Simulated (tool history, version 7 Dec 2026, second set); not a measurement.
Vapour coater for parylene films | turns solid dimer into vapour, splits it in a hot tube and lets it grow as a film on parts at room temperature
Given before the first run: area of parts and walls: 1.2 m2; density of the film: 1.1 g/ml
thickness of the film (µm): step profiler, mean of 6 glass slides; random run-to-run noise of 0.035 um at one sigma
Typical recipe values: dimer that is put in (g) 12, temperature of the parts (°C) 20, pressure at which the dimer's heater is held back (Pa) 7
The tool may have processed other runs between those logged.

run	hour	dimer that is put in (g)	temperature of the parts (°C)	pressure at which the dimer's heater is held back (Pa)	thickness of the film (µm)
1	0	12	20	7	6.39
2	30.7	12	20	7	6.43
3	82.2	12	20	7	6.38
4	139.9	12	20	7	6.37
5	205.7	12	20	7	6.42
6	271	12	20	7	6.42
7	300.1	12	20	7	6.42
8	335.5	12	20	7	6.41
9	371.7	12	20	7	6.41
10	433.2	12	20	7	6.35
11	471.4	22	20	4.53	12.07
12	529.8	7	13	7	4.17
13	569.8	7	13	7	4.21
# hour 594.7: trap's valve overhauled
14	617.9	12	23	10.3	5.96
# hour 670.4: table's thermometer calibrated
15	685	22	20	4.2	12.18
16	738.8	7	24	7	3.5
17	803.9	19	20	10.98	9.72

Run 18 comes next. What will it give?
18	853.6	11	20	8.05	?

thickness of the film (µm): 5.84
The same run, on a tool lacking any hidden state, would have yielded thickness of the film (µm) 5.84.

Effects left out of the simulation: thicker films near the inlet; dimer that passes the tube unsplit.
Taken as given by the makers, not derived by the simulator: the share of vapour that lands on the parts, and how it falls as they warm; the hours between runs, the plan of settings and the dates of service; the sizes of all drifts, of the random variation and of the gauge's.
